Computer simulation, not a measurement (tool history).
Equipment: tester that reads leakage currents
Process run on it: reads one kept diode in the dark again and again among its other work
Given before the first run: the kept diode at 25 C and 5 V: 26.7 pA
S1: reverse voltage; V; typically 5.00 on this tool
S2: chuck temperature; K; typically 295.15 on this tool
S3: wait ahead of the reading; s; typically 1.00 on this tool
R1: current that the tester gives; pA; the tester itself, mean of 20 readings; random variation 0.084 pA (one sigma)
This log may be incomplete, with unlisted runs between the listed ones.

run     day    S1      S2    S3     R1
  1   0.000  5.00  295.15  1.00  31.93
      6.088  -- chuck's temperature calibrated
  2   6.088  5.00  295.15  1.00  28.61
  3   9.858  5.00  295.15  1.00  29.34
  4  15.633  5.00  295.15  1.00  30.52
  5  20.196  5.00  295.15  1.00  31.43
  6  25.338  1.74  299.15  4.82  20.18
  7  29.296  1.74  299.15  4.82  20.48
  8  33.875  1.74  299.15  4.82  20.90
  9  37.692  1.25  295.15  1.00  13.42
 10  42.008  9.72  305.15  1.00  99.43

Table of differences, measured result less the result of that run with no hidden state. Run-to-run variation is the same in both. Gauge scatter possibly is not:
Unlogged tool condition in this case: stray current of the dirty probe card, pA a volt; current scale over the true one, %; true chuck temperature over the reading, C; drift of the gauge itself on leakage_pa, %.
run      R1
  1   +9.22
  2   +6.22
  3   +6.95
  4   +8.02
  5   +8.90
  6   +3.63
  7   +3.94
  8   +4.32
  9   +3.25
 10  +26.64
